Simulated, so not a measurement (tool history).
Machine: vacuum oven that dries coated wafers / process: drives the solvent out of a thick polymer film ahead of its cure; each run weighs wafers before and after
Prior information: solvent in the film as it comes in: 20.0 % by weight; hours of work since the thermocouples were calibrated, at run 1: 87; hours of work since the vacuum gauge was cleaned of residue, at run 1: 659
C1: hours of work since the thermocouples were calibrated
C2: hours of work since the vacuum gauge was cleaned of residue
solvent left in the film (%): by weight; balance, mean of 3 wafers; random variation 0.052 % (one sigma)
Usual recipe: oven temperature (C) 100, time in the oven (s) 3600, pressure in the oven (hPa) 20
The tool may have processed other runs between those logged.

{"run": 1, "hour": 0.0, "oven temperature (C)": 100, "time in the oven (s)": 3600, "pressure in the oven (hPa)": 20, "C1": 87, "C2": 659, "solvent left in the film (%)": 1.58}
{"run": 2, "hour": 64.9, "oven temperature (C)": 97, "time in the oven (s)": 3600, "pressure in the oven (hPa)": 20, "C1": 138, "C2": 710, "solvent left in the film (%)": 2.08}
{"run": 3, "hour": 116.4, "oven temperature (C)": 97, "time in the oven (s)": 3600, "pressure in the oven (hPa)": 20, "C1": 178, "C2": 750, "solvent left in the film (%)": 2.17}
{"run": 4, "hour": 189.5, "oven temperature (C)": 100, "time in the oven (s)": 2340, "pressure in the oven (hPa)": 20, "C1": 235, "C2": 807, "solvent left in the film (%)": 3.18}
{"run": 5, "hour": 272.9, "oven temperature (C)": 100, "time in the oven (s)": 2340, "pressure in the oven (hPa)": 20, "C1": 300, "C2": 872, "solvent left in the film (%)": 3.19}
{"run": 6, "hour": 377.9, "oven temperature (C)": 100, "time in the oven (s)": 2280, "pressure in the oven (hPa)": 20, "C1": 382, "C2": 954, "solvent left in the film (%)": 3.32}
{"run": 7, "hour": 438.6, "oven temperature (C)": 100, "time in the oven (s)": 2280, "pressure in the oven (hPa)": 20, "C1": 430, "C2": 1002, "solvent left in the film (%)": 3.33}
{"run": 8, "hour": 538.9, "oven temperature (C)": 100, "time in the oven (s)": 2280, "pressure in the oven (hPa)": 18.8, "C1": 508, "C2": 1080, "solvent left in the film (%)": 3.27}
{"run": 9, "hour": 603.3, "oven temperature (C)": 100, "time in the oven (s)": 2280, "pressure in the oven (hPa)": 73, "C1": 559, "C2": 1130, "solvent left in the film (%)": 5.18}
{"run": 10, "hour": 680.0, "oven temperature (C)": 100, "time in the oven (s)": 3600, "pressure in the oven (hPa)": 10.2, "C1": 618, "C2": 1190, "solvent left in the film (%)": 1.48}
{"run": 11, "hour": 778.4, "oven temperature (C)": 100, "time in the oven (s)": 3600, "pressure in the oven (hPa)": 10.2, "C1": 695, "C2": 1267, "solvent left in the film (%)": 1.43}
{"run": 12, "hour": 873.9, "oven temperature (C)": 88, "time in the oven (s)": 3600, "pressure in the oven (hPa)": 20, "C1": 770, "C2": 1342, "solvent left in the film (%)": 4.76}
{"run": 13, "hour": 929.5, "oven temperature (C)": 88, "time in the oven (s)": 3600, "pressure in the oven (hPa)": 20, "C1": 813, "C2": 1385, "solvent left in the film (%)": 4.93}
{"run": 14, "hour": 983.0, "oven temperature (C)": 88, "time in the oven (s)": 3600, "pressure in the oven (hPa)": 20, "C1": 855, "C2": 1427, "solvent left in the film (%)": 4.89}
{"run": 15, "hour": 1066.4, "oven temperature (C)": 100, "time in the oven (s)": 3600, "pressure in the oven (hPa)": 37.8, "C1": 920, "C2": 1492, "solvent left in the film (%)": 2.53}
{"run": 16, "hour": 1169.5, "oven temperature (C)": 100, "time in the oven (s)": 3600, "pressure in the oven (hPa)": 37.8, "C1": 1001, "C2": 1573, "solvent left in the film (%)": 2.64}
{"run": 17, "hour": 1266.8, "oven temperature (C)": 100, "time in the oven (s)": 3600, "pressure in the oven (hPa)": 13.3, "C1": 1077, "C2": 1649, "solvent left in the film (%)": 1.6}
{"run": 18, "hour": 1343.0, "oven temperature (C)": 100, "time in the oven (s)": 3600, "pressure in the oven (hPa)": 13.3, "C1": 1136, "C2": 1708, "solvent left in the film (%)": 1.71}
{"run": 19, "hour": 1462.3, "oven temperature (C)": 100, "time in the oven (s)": 3600, "pressure in the oven (hPa)": 13.3, "C1": 1230, "C2": 1802, "solvent left in the film (%)": 1.79}
{"run": 20, "hour": 1557.1, "oven temperature (C)": 100, "time in the oven (s)": 3600, "pressure in the oven (hPa)": 13.3, "C1": 1304, "C2": 1876, "solvent left in the film (%)": 1.71}
{"run": 21, "hour": 1620.0, "oven temperature (C)": 100, "time in the oven (s)": 3600, "pressure in the oven (hPa)": 13.3, "C1": 1353, "C2": 1925, "solvent left in the film (%)": 1.79}
{"run": 22, "hour": 1705.1, "oven temperature (C)": 100, "time in the oven (s)": 1920, "pressure in the oven (hPa)": 20, "C1": 1419, "C2": 1991, "solvent left in the film (%)": 4.58}
{"hour": 1756.1, "done": "oven's thermocouples calibrated"}
{"run": 23, "hour": 1798.5, "oven temperature (C)": 100, "time in the oven (s)": 3600, "pressure in the oven (hPa)": 20, "C1": 33, "C2": 2063, "solvent left in the film (%)": 1.74}
{"run": 24, "hour": 1868.8, "oven temperature (C)": 100, "time in the oven (s)": 3600, "pressure in the oven (hPa)": 20, "C1": 88, "C2": 2117, "solvent left in the film (%)": 1.88}
{"run": 25, "hour": 1978.3, "oven temperature (C)": 100, "time in the oven (s)": 3600, "pressure in the oven (hPa)": 10.8, "C1": 174, "C2": 2203, "solvent left in the film (%)": 1.55}
{"run": 26, "hour": 2095.3, "oven temperature (C)": 106, "time in the oven (s)": 3480, "pressure in the oven (hPa)": 49, "C1": 265, "C2": 2294, "solvent left in the film (%)": 2.07}
{"run": 27, "hour": 2202.3, "oven temperature (C)": 97, "time in the oven (s)": 3480, "pressure in the oven (hPa)": 24, "C1": 349, "C2": 2378, "solvent left in the film (%)": 2.76}
{"run": 28, "hour": 2256.7, "oven temperature (C)": 100, "time in the oven (s)": 5100, "pressure in the oven (hPa)": 18.5, "C1": 391, "C2": 2420, "solvent left in the film (%)": 1.26}
{"run": 29, "hour": 2345.6, "oven temperature (C)": 95, "time in the oven (s)": 3600, "pressure in the oven (hPa)": 15.4, "C1": 460, "C2": 2490, "solvent left in the film (%)": 2.7}
{"run": 30, "hour": 2443.4, "oven temperature (C)": 95, "time in the oven (s)": 3600, "pressure in the oven (hPa)": 15.4, "C1": 537, "C2": 2566, "solvent left in the film (%)": 2.95}
{"run": 31, "hour": 2525.9, "oven temperature (C)": 102, "time in the oven (s)": 3600, "pressure in the oven (hPa)": 32.6, "C1": 601, "C2": 2631, "solvent left in the film (%)": 2.13}
{"run": 32, "hour": 2626.1, "oven temperature (C)": 104, "time in the oven (s)": 3600, "pressure in the oven (hPa)": 12.3, "C1": 680, "C2": 2709, "solvent left in the film (%)": 1.23}
{"hour": 2644.7, "done": "vacuum gauge cleaned of residue and calibrated"}
{"run": 33, "hour": 2703.8, "oven temperature (C)": 86, "time in the oven (s)": 3600, "pressure in the oven (hPa)": 16.2, "C1": 739, "C2": 46, "solvent left in the film (%)": 5.2}
{"run": 34, "hour": 2756.1, "oven temperature (C)": 113, "time in the oven (s)": 3600, "pressure in the oven (hPa)": 29.6, "C1": 780, "C2": 87, "solvent left in the film (%)": 0.72}
{"run": 35, "hour": 2817.6, "oven temperature (C)": 103, "time in the oven (s)": 3540, "pressure in the oven (hPa)": 17.2, "C1": 828, "C2": 135, "solvent left in the film (%)": 1.26}
{"run": 36, "hour": 2868.4, "oven temperature (C)": 100, "time in the oven (s)": 4620, "pressure in the oven (hPa)": 57.6, "C1": 868, "C2": 175, "solvent left in the film (%)": 2.75}
{"run": 37, "hour": 2939.3, "oven temperature (C)": 91, "time in the oven (s)": 4980, "pressure in the oven (hPa)": 50.8, "C1": 923, "C2": 230, "solvent left in the film (%)": 4.04}
{"run": 38, "hour": 2990.4, "oven temperature (C)": 91, "time in the oven (s)": 4980, "pressure in the oven (hPa)": 50.8, "C1": 963, "C2": 270, "solvent left in the film (%)": 4.13}
{"run": 39, "hour": 3081.7, "oven temperature (C)": 109, "time in the oven (s)": 3600, "pressure in the oven (hPa)": 19.1, "C1": 1034, "C2": 341, "solvent left in the film (%)": 0.76}
{"run": 40, "hour": 3170.1, "oven temperature (C)": 104, "time in the oven (s)": 1980, "pressure in the oven (hPa)": 10.8, "C1": 1103, "C2": 410, "solvent left in the film (%)": 2.85}
{"run": 41, "hour": 3291.9, "oven temperature (C)": 104, "time in the oven (s)": 5520, "pressure in the oven (hPa)": 12.8, "C1": 1198, "C2": 506, "solvent left in the film (%)": 0.56}
{"run": 42, "hour": 3405.9, "oven temperature (C)": 100, "time in the oven (s)": 1860, "pressure in the oven (hPa)": 19.5, "C1": 1288, "C2": 595, "solvent left in the film (%)": 4.57}
{"run": 43, "hour": 3472.1, "oven temperature (C)": 100, "time in the oven (s)": 1860, "pressure in the oven (hPa)": 19.5, "C1": 1339, "C2": 646, "solvent left in the film (%)": 4.74}
{"run": 44, "hour": 3582.9, "oven temperature (C)": 95, "time in the oven (s)": 3600, "pressure in the oven (hPa)": 17, "C1": 1426, "C2": 733, "solvent left in the film (%)": 2.83}
{"hour": 3626.4, "done": "oven's thermocouples calibrated"}
{"run": 45, "hour": 3635.7, "oven temperature (C)": 90, "time in the oven (s)": 3600, "pressure in the oven (hPa)": 17, "C1": 7, "C2": 773, "solvent left in the film (%)": 3.58}
{"run": 46, "hour": 3740.9, "oven temperature (C)": 100, "time in the oven (s)": 3900, "pressure in the oven (hPa)": 71.2, "C1": 89, "C2": 855, "solvent left in the film (%)": 3.28}
{"run": 47, "hour": 3829.0, "oven temperature (C)": 91, "time in the oven (s)": 5220, "pressure in the oven (hPa)": 20, "C1": 158, "C2": 924, "solvent left in the film (%)": 2.37}

Entry by entry between the runs, the difference in hidden state between the last listed run before and the first listed run after:
Runs 22 to 23: oven's thermocouples calibrated (hour 1756.1)
  true wafer temperature over the reading, C: -1.82 -> -0.03; true pressure over the reading, kPa: 0.659 -> 0.685
  measured value less the no-hidden-state value, solvent left in the film (%): +0.74 -> +0.25
Runs 32 to 33: vacuum gauge cleaned of residue and calibrated (hour 2644.7)
  true wafer temperature over the reading, C: -0.92 -> -1.01; true pressure over the reading, kPa: 0.896 -> 0.01
  measured value less the no-hidden-state value, solvent left in the film (%): +0.38 -> +0.34
Runs 44 to 45: oven's thermocouples calibrated (hour 3626.4)
  true wafer temperature over the reading, C: -1.95 -> 0.03; true pressure over the reading, kPa: 0.241 -> 0.254
  measured value less the no-hidden-state value, solvent left in the film (%): +0.56 -> +0.1
